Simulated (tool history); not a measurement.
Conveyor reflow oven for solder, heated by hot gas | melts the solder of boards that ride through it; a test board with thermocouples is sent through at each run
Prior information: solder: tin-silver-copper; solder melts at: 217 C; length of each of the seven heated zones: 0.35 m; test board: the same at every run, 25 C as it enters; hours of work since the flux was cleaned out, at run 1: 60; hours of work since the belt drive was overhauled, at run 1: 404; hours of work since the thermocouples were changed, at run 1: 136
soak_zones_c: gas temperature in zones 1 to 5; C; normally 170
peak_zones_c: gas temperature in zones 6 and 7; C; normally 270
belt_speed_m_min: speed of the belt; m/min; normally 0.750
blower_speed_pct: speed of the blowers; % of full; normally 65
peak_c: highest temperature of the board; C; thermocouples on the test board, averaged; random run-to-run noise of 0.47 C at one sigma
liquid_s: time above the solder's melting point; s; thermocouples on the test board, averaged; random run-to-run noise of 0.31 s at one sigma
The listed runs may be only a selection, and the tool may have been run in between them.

| run | hour | soak_zones_c | peak_zones_c | belt_speed_m_min | blower_speed_pct | hours of work since the flux was cleaned out | hours of work since the belt drive was overhauled | hours of work since the thermocouples were changed | peak_c | liquid_s |
|---|---|---|---|---|---|---|---|---|---|---|
| 1 | 0.0 | 170 | 270 | 0.750 | 65 | 60 | 404 | 136 | 255.3 | 42.7 |
| 2 | 8.5 | 170 | 270 | 0.750 | 65 | 66 | 410 | 142 | 255.6 | 42.1 |
| 3 | 18.0 | 170 | 270 | 0.750 | 65 | 73 | 417 | 149 | 255.2 | 42.7 |
| 4 | 26.5 | 170 | 270 | 0.750 | 65 | 79 | 423 | 155 | 255.0 | 42.9 |
| 5 | 31.9 | 170 | 270 | 0.750 | 65 | 83 | 427 | 159 | 254.5 | 42.6 |
| 6 | 43.3 | 170 | 270 | 0.750 | 65 | 91 | 435 | 167 | 254.5 | 42.4 |
| 7 | 52.0 | 170 | 270 | 0.750 | 65 | 98 | 441 | 174 | 254.7 | 43.3 |
| 8 | 57.4 | 170 | 270 | 0.750 | 65 | 101 | 445 | 178 | 254.7 | 42.1 |
| 9 | 65.2 | 170 | 270 | 0.750 | 65 | 107 | 451 | 183 | 254.8 | 42.7 |
| 10 | 72.9 | 170 | 270 | 0.750 | 65 | 113 | 457 | 189 | 255.6 | 42.8 |
| 11 | 77.9 | 170 | 270 | 0.750 | 62 | 116 | 460 | 192 | 254.2 | 41.9 |
| 12 | 83.6 | 170 | 270 | 0.750 | 62 | 120 | 464 | 196 | 254.4 | 42.8 |
| 13 | 95.2 | 174 | 270 | 0.630 | 65 | 129 | 473 | 205 | 260.4 | 56.0 |
| 14 | 105.3 | 177 | 267 | 0.750 | 65 | 136 | 480 | 212 | 252.7 | 43.7 |
| 15 | 112.2 | 170 | 274 | 0.750 | 65 | 141 | 485 | 217 | 258.0 | 44.6 |
| 16 | 117.7 | 170 | 271 | 0.750 | 59 | 145 | 489 | 221 | 255.0 | 42.1 |
| 17 | 124.9 | 174 | 271 | 0.750 | 84 | 150 | 494 | 226 | 259.1 | 45.7 |
| 18 | 132.9 | 174 | 271 | 0.750 | 84 | 156 | 500 | 232 | 259.6 | 46.1 |
| 19 | 138.6 | 174 | 271 | 0.750 | 84 | 160 | 504 | 236 | 258.5 | 46.0 |
| 20 | 148.2 | 176 | 282 | 0.881 | 84 | 167 | 511 | 243 | 265.4 | 40.9 |
| 21 | 158.8 | 176 | 282 | 0.881 | 84 | 175 | 518 | 251 | 264.7 | 40.6 |
| 22 | 169.2 | 176 | 282 | 0.881 | 84 | 182 | 526 | 258 | 265.8 | 40.8 |
| 23 | 179.7 | 170 | 270 | 0.760 | 65 | 190 | 534 | 266 | 254.8 | 41.7 |
| 24 | 185.1 | 183 | 270 | 0.613 | 79 | 194 | 537 | 270 | 263.2 | 61.9 |

Each row is a separate what-if for the run after 24, all from the same tool condition, not one after another. Results?
| A | 190.0 | 157 | 278 | 0.613 | 64 | 197 | 541 | 273 | ? | ? |
| B | 190.0 | 170 | 270 | 0.750 | 58 | 197 | 541 | 273 | ? | ? |
| C | 190.0 | 179 | 261 | 0.859 | 65 | 197 | 541 | 273 | ? | ? |
| D | 190.0 | 170 | 269 | 0.750 | 65 | 197 | 541 | 273 | ? | ? |
| E | 190.0 | 183 | 271 | 0.772 | 79 | 197 | 541 | 273 | ? | ? |

| run | peak_c | liquid_s |
|---|---|---|
| A | 266.0 | 55.4 |
| B | 253.2 | 42.1 |
| C | 244.5 | 33.8 |
| D | 254.2 | 42.3 |
| E | 259.6 | 46.5 |
Stripped of hidden state, with their random variation kept, the same runs would have yielded:
| run | peak_c | liquid_s |
|---|---|---|
| A | 266.1 | 55.5 |
| B | 253.3 | 42.1 |
| C | 244.6 | 33.9 |
| D | 254.3 | 42.4 |
| E | 259.7 | 46.5 |
